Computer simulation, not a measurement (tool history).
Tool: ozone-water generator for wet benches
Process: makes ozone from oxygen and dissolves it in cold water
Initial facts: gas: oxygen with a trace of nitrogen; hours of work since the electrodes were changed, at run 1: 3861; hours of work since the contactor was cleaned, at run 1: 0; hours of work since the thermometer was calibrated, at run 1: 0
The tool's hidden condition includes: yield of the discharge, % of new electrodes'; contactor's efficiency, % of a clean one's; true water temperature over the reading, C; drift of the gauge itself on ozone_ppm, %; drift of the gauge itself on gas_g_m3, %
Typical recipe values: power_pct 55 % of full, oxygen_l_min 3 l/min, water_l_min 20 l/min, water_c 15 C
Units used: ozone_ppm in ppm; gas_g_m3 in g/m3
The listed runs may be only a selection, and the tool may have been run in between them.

| run | day | power_pct | oxygen_l_min | water_l_min | water_c | hours of work since the electrodes were changed | hours of work since the contactor was cleaned | hours of work since the thermometer was calibrated | ozone_ppm | gas_g_m3 |
|---|---|---|---|---|---|---|---|---|---|---|
| 1 | 0 | 55 | 3 | 20 | 15 | 3861 | 0 | 0 | 16.7 | 184.9 |
| 2 | 3.633 | 55 | 3 | 20 | 22 | 3926 | 65 | 65 | 15.1 | 184.1 |
| 3 | 7.708 | 55 | 3 | 20 | 22 | 4000 | 139 | 139 | 15.4 | 184.9 |
| 4 | 10.592 | 55 | 3 | 20 | 22 | 4052 | 191 | 191 | 15.5 | 183.4 |
| 5 | 17.046 | 55 | 3 | 20 | 15 | 4168 | 307 | 307 | 16.5 | 184.4 |
| 6 | 23.742 | 55 | 3 | 20 | 16 | 4289 | 428 | 428 | 16.3 | 184.9 |
| 7 | 26.879 | 55 | 3.57 | 20 | 15 | 4345 | 484 | 484 | 17.5 | 170.9 |
| 8 | 32.204 | 55 | 3.57 | 20 | 15 | 4441 | 580 | 580 | 17.1 | 171 |
| 9 | 35.1 | 55 | 3 | 20 | 15 | 4494 | 633 | 633 | 16.4 | 184.4 |
| 10 | 41.092 | 55 | 4.29 | 20 | 15 | 4601 | 741 | 741 | 18 | 158.2 |
| 11 | 44.808 | 95 | 3.46 | 19 | 16 | 4669 | 808 | 808 | 28.5 | 278 |
| 12 | 49.575 | 95 | 3.46 | 19 | 16 | 4754 | 893 | 893 | 28.2 | 280.6 |
| 13 | 54.433 | 95 | 3.46 | 19 | 16 | 4842 | 981 | 981 | 28.2 | 280.9 |
| 14 | 60.45 | 55 | 2.36 | 20 | 15 | 4950 | 1089 | 1089 | 15.4 | 209 |
| 15 | 65.225 | 55 | 2.36 | 23 | 15 | 5036 | 1175 | 1175 | 13.5 | 210.4 |

Forecast run 16:
| 16 | 70.625 | 42 | 1.76 | 20 | 15 | 5134 | 1273 | 1273 | ? | ? |

For run 16 the tool returned ozone_ppm 11.2 ppm, gas_g_m3 190.7 g/m3.
Without the tool's hidden state the same run would have given ozone_ppm 11.2 ppm, gas_g_m3 185.9 g/m3.
